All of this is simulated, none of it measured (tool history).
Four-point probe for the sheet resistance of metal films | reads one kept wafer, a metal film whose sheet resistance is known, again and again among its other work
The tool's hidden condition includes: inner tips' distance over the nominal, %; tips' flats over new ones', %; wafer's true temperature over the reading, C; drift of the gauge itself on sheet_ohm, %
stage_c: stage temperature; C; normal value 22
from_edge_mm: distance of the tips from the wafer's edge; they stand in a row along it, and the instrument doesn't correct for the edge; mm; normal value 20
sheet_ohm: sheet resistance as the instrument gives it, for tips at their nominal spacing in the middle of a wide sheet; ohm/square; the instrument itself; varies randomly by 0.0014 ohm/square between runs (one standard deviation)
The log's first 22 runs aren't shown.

run	hour	stage_c	from_edge_mm	touches since the probe head was changed	hours of work since the stage's thermometer was calibrated	sheet_ohm
23	342.9	33	15	17335	347	6.842917
24	360.1	22	8	17753	355	6.898595
25	381.2	22	8	18267	364	6.902886
26	394.6	22	8	18593	371	6.901001
27	404.3	22	8	18829	375	6.902249
28	415.3	27	9	19096	380	6.876984
29	425.7	27	9	19349	385	6.876973
30	440.0	21	8	19698	392	6.907490
31	458.2	22	11	20140	400	6.897173
32	480.0	26	19	20671	410	6.875131
33	496.8	26	3	21079	418	6.973829
34	508.6	22	17	21367	423	6.893719
35	522.3	27	3	21699	430	6.966851
36	533.5	18	11	21973	435	6.920223
37	547.6	18	11	22316	441	6.921732
38	567.1	20	9	22790	450	6.913092
39	588.0	20	9	23299	460	6.914958
40	605.1	22	26	23713	468	6.894297
41	618.6	22	6	24043	474	6.920734
42	637.1	22	3	24493	483	6.995616
43	650.2	22	3	24811	489	7.000387
44	660.9	33	21	25071	494	6.847187

What if the next run were any one of these 4? Each begins from the tool's condition after run 44:
A	679.5	26	4	25524	502	?
B	679.5	19	20	25524	502	?
C	679.5	24	4	25524	502	?
D	679.5	19	53	25524	502	?

run	sheet_ohm
A	6.935006
B	6.913683
C	6.943112
D	6.912166
With no hidden state in the tool, these same runs would have given:
run	sheet_ohm
A	6.891191
B	6.870012
C	6.899256
D	6.868503
